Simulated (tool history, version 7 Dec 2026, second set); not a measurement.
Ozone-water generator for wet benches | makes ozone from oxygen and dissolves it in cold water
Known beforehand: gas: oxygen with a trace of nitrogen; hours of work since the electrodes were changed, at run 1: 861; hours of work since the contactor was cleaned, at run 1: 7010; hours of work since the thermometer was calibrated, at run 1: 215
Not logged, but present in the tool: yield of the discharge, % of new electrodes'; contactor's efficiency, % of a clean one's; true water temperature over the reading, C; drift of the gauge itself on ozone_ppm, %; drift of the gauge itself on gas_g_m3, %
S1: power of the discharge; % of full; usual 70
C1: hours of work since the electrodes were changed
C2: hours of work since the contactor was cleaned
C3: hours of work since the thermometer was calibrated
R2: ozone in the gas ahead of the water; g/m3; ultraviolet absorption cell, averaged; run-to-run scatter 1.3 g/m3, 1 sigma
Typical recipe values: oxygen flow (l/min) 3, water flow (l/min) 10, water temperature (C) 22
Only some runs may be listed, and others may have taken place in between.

{"run": 1, "day": 0.0, "S1": 70, "oxygen flow (l/min)": 3, "water flow (l/min)": 10, "water temperature (C)": 22, "C1": 861, "C2": 7010, "C3": 215, "dissolved ozone (ppm)": 23.6, "R2": 229.1}
{"run": 2, "day": 4.896, "S1": 70, "oxygen flow (l/min)": 3, "water flow (l/min)": 10, "water temperature (C)": 22, "C1": 965, "C2": 7114, "C3": 318, "dissolved ozone (ppm)": 23.4, "R2": 226.7}
{"run": 3, "day": 7.667, "S1": 70, "oxygen flow (l/min)": 3, "water flow (l/min)": 10, "water temperature (C)": 22, "C1": 1023, "C2": 7172, "C3": 377, "dissolved ozone (ppm)": 23.3, "R2": 228.6}
{"run": 4, "day": 13.192, "S1": 70, "oxygen flow (l/min)": 3, "water flow (l/min)": 10, "water temperature (C)": 22, "C1": 1140, "C2": 7289, "C3": 494, "dissolved ozone (ppm)": 23.3, "R2": 225.1}
{"run": 5, "day": 15.804, "S1": 70, "oxygen flow (l/min)": 3, "water flow (l/min)": 10, "water temperature (C)": 22, "C1": 1195, "C2": 7345, "C3": 549, "dissolved ozone (ppm)": 23.1, "R2": 223.3}
{"day": 17.946, "done": "contactor cleaned"}
{"run": 6, "day": 21.0, "S1": 70, "oxygen flow (l/min)": 3, "water flow (l/min)": 10, "water temperature (C)": 22, "C1": 1302, "C2": 65, "C3": 656, "dissolved ozone (ppm)": 22.5, "R2": 226}
{"run": 7, "day": 27.017, "S1": 70, "oxygen flow (l/min)": 3, "water flow (l/min)": 10, "water temperature (C)": 22, "C1": 1429, "C2": 192, "C3": 783, "dissolved ozone (ppm)": 22.6, "R2": 224.8}
{"day": 31.971, "done": "contactor cleaned, once more"}
{"run": 8, "day": 33.317, "S1": 70, "oxygen flow (l/min)": 3, "water flow (l/min)": 10, "water temperature (C)": 22, "C1": 1559, "C2": 28, "C3": 913, "dissolved ozone (ppm)": 24.9, "R2": 227.7}
{"run": 9, "day": 38.325, "S1": 70, "oxygen flow (l/min)": 3, "water flow (l/min)": 8, "water temperature (C)": 22, "C1": 1665, "C2": 134, "C3": 1019, "dissolved ozone (ppm)": 28.9, "R2": 226.6}
{"run": 10, "day": 43.475, "S1": 70, "oxygen flow (l/min)": 3, "water flow (l/min)": 10, "water temperature (C)": 22, "C1": 1774, "C2": 243, "C3": 1128, "dissolved ozone (ppm)": 25.1, "R2": 224.1}
{"run": 11, "day": 47.629, "S1": 70, "oxygen flow (l/min)": 3, "water flow (l/min)": 10, "water temperature (C)": 22, "C1": 1862, "C2": 331, "C3": 1216, "dissolved ozone (ppm)": 25, "R2": 225.5}
{"run": 12, "day": 50.288, "S1": 70, "oxygen flow (l/min)": 3, "water flow (l/min)": 10, "water temperature (C)": 22, "C1": 1918, "C2": 388, "C3": 1272, "dissolved ozone (ppm)": 25.1, "R2": 226.3}
{"run": 13, "day": 56.1, "S1": 62, "oxygen flow (l/min)": 3, "water flow (l/min)": 10, "water temperature (C)": 22, "C1": 2041, "C2": 510, "C3": 1395, "dissolved ozone (ppm)": 23.3, "R2": 211.2}
{"run": 14, "day": 59.55, "S1": 62, "oxygen flow (l/min)": 3, "water flow (l/min)": 10, "water temperature (C)": 22, "C1": 2114, "C2": 584, "C3": 1468, "dissolved ozone (ppm)": 23.3, "R2": 211.8}
{"run": 15, "day": 65.5, "S1": 62, "oxygen flow (l/min)": 3, "water flow (l/min)": 10, "water temperature (C)": 22, "C1": 2240, "C2": 709, "C3": 1594, "dissolved ozone (ppm)": 23.4, "R2": 210.6}
{"run": 16, "day": 68.854, "S1": 85, "oxygen flow (l/min)": 3, "water flow (l/min)": 10, "water temperature (C)": 22, "C1": 2311, "C2": 780, "C3": 1665, "dissolved ozone (ppm)": 27.4, "R2": 249.9}
{"run": 17, "day": 73.446, "S1": 44, "oxygen flow (l/min)": 2.05, "water flow (l/min)": 13, "water temperature (C)": 21, "C1": 2408, "C2": 878, "C3": 1762, "dissolved ozone (ppm)": 14.7, "R2": 201.5}
{"run": 18, "day": 78.033, "S1": 44, "oxygen flow (l/min)": 2.63, "water flow (l/min)": 6, "water temperature (C)": 21, "C1": 2505, "C2": 975, "C3": 1859, "dissolved ozone (ppm)": 26.3, "R2": 183.9}
{"run": 19, "day": 83.421, "S1": 44, "oxygen flow (l/min)": 2.63, "water flow (l/min)": 6, "water temperature (C)": 21, "C1": 2619, "C2": 1089, "C3": 1973, "dissolved ozone (ppm)": 26.3, "R2": 185.1}
{"run": 20, "day": 86.554, "S1": 70, "oxygen flow (l/min)": 3, "water flow (l/min)": 13, "water temperature (C)": 22, "C1": 2685, "C2": 1155, "C3": 2039, "dissolved ozone (ppm)": 20.5, "R2": 223.2}
{"run": 21, "day": 89.879, "S1": 70, "oxygen flow (l/min)": 2.02, "water flow (l/min)": 13, "water temperature (C)": 14, "C1": 2756, "C2": 1225, "C3": 2109, "dissolved ozone (ppm)": 19.6, "R2": 254}
{"run": 22, "day": 95.946, "S1": 70, "oxygen flow (l/min)": 2.02, "water flow (l/min)": 13, "water temperature (C)": 14, "C1": 2884, "C2": 1354, "C3": 2238, "dissolved ozone (ppm)": 19.7, "R2": 253.7}
{"run": 23, "day": 100.433, "S1": 54, "oxygen flow (l/min)": 3, "water flow (l/min)": 8, "water temperature (C)": 20, "C1": 2979, "C2": 1449, "C3": 2333, "dissolved ozone (ppm)": 25.8, "R2": 195.1}
{"run": 24, "day": 105.217, "S1": 85, "oxygen flow (l/min)": 2.85, "water flow (l/min)": 8, "water temperature (C)": 20, "C1": 3080, "C2": 1550, "C3": 2434, "dissolved ozone (ppm)": 32, "R2": 249.4}
{"run": 25, "day": 108.179, "S1": 80, "oxygen flow (l/min)": 4.66, "water flow (l/min)": 7, "water temperature (C)": 19, "C1": 3143, "C2": 1612, "C3": 2497, "dissolved ozone (ppm)": 35.2, "R2": 207.3}
{"run": 26, "day": 113.596, "S1": 50, "oxygen flow (l/min)": 2.08, "water flow (l/min)": 9, "water temperature (C)": 17, "C1": 3257, "C2": 1727, "C3": 2611, "dissolved ozone (ppm)": 22.2, "R2": 211.4}
{"run": 27, "day": 118.233, "S1": 98, "oxygen flow (l/min)": 2.18, "water flow (l/min)": 9, "water temperature (C)": 17, "C1": 3356, "C2": 1825, "C3": 2709, "dissolved ozone (ppm)": 31.1, "R2": 290.8}
{"run": 28, "day": 120.896, "S1": 50, "oxygen flow (l/min)": 2.07, "water flow (l/min)": 10, "water temperature (C)": 22, "C1": 3412, "C2": 1881, "C3": 2766, "dissolved ozone (ppm)": 19.1, "R2": 210.8}
{"run": 29, "day": 124.133, "S1": 50, "oxygen flow (l/min)": 2.07, "water flow (l/min)": 11, "water temperature (C)": 25, "C1": 3480, "C2": 1950, "C3": 2834, "dissolved ozone (ppm)": 16.7, "R2": 212.4}
{"run": 30, "day": 129.038, "S1": 84, "oxygen flow (l/min)": 3.24, "water flow (l/min)": 8, "water temperature (C)": 17, "C1": 3584, "C2": 2054, "C3": 2938, "dissolved ozone (ppm)": 33.3, "R2": 235.8}
{"run": 31, "day": 132.371, "S1": 70, "oxygen flow (l/min)": 3.1, "water flow (l/min)": 10, "water temperature (C)": 18, "C1": 3655, "C2": 2124, "C3": 3009, "dissolved ozone (ppm)": 25.8, "R2": 218.7}
{"run": 32, "day": 136.662, "S1": 98, "oxygen flow (l/min)": 3.1, "water flow (l/min)": 10, "water temperature (C)": 15, "C1": 3746, "C2": 2215, "C3": 3099, "dissolved ozone (ppm)": 32, "R2": 258.7}

Each row is a separate what-if for the run after 32, all from the same tool condition, not one after another. Results?
{"run": "A", "day": 142.738, "S1": 70, "oxygen flow (l/min)": 3, "water flow (l/min)": 8, "water temperature (C)": 22, "C1": 3874, "C2": 2344, "C3": 3228, "dissolved ozone (ppm)": "?", "R2": "?"}
{"run": "B", "day": 142.738, "S1": 58, "oxygen flow (l/min)": 3.41, "water flow (l/min)": 15, "water temperature (C)": 15, "C1": 3874, "C2": 2344, "C3": 3228, "dissolved ozone (ppm)": "?", "R2": "?"}
{"run": "C", "day": 142.738, "S1": 70, "oxygen flow (l/min)": 4.51, "water flow (l/min)": 10, "water temperature (C)": 22, "C1": 3874, "C2": 2344, "C3": 3228, "dissolved ozone (ppm)": "?", "R2": "?"}
{"run": "D", "day": 142.738, "S1": 65, "oxygen flow (l/min)": 3, "water flow (l/min)": 9, "water temperature (C)": 22, "C1": 3874, "C2": 2344, "C3": 3228, "dissolved ozone (ppm)": "?", "R2": "?"}
{"run": "E", "day": 142.738, "S1": 42, "oxygen flow (l/min)": 3, "water flow (l/min)": 10, "water temperature (C)": 22, "C1": 3874, "C2": 2344, "C3": 3228, "dissolved ozone (ppm)": "?", "R2": "?"}

run=A dissolved_ozone_(ppm)=27.5 R2=220.7
run=B dissolved_ozone_(ppm)=18.4 R2=191.8
run=C dissolved_ozone_(ppm)=25 R2=191.2
run=D dissolved_ozone_(ppm)=24.8 R2=212.8
run=E dissolved_ozone_(ppm)=18.6 R2=170.6
With the hidden condition removed and each run's random variation left untouched, the same runs would have given:
run=A dissolved_ozone_(ppm)=29.6 R2=232.6
run=B dissolved_ozone_(ppm)=19.8 R2=201.2
run=C dissolved_ozone_(ppm)=27 R2=201.5
run=D dissolved_ozone_(ppm)=26.8 R2=223.9
run=E dissolved_ozone_(ppm)=19.9 R2=177.3

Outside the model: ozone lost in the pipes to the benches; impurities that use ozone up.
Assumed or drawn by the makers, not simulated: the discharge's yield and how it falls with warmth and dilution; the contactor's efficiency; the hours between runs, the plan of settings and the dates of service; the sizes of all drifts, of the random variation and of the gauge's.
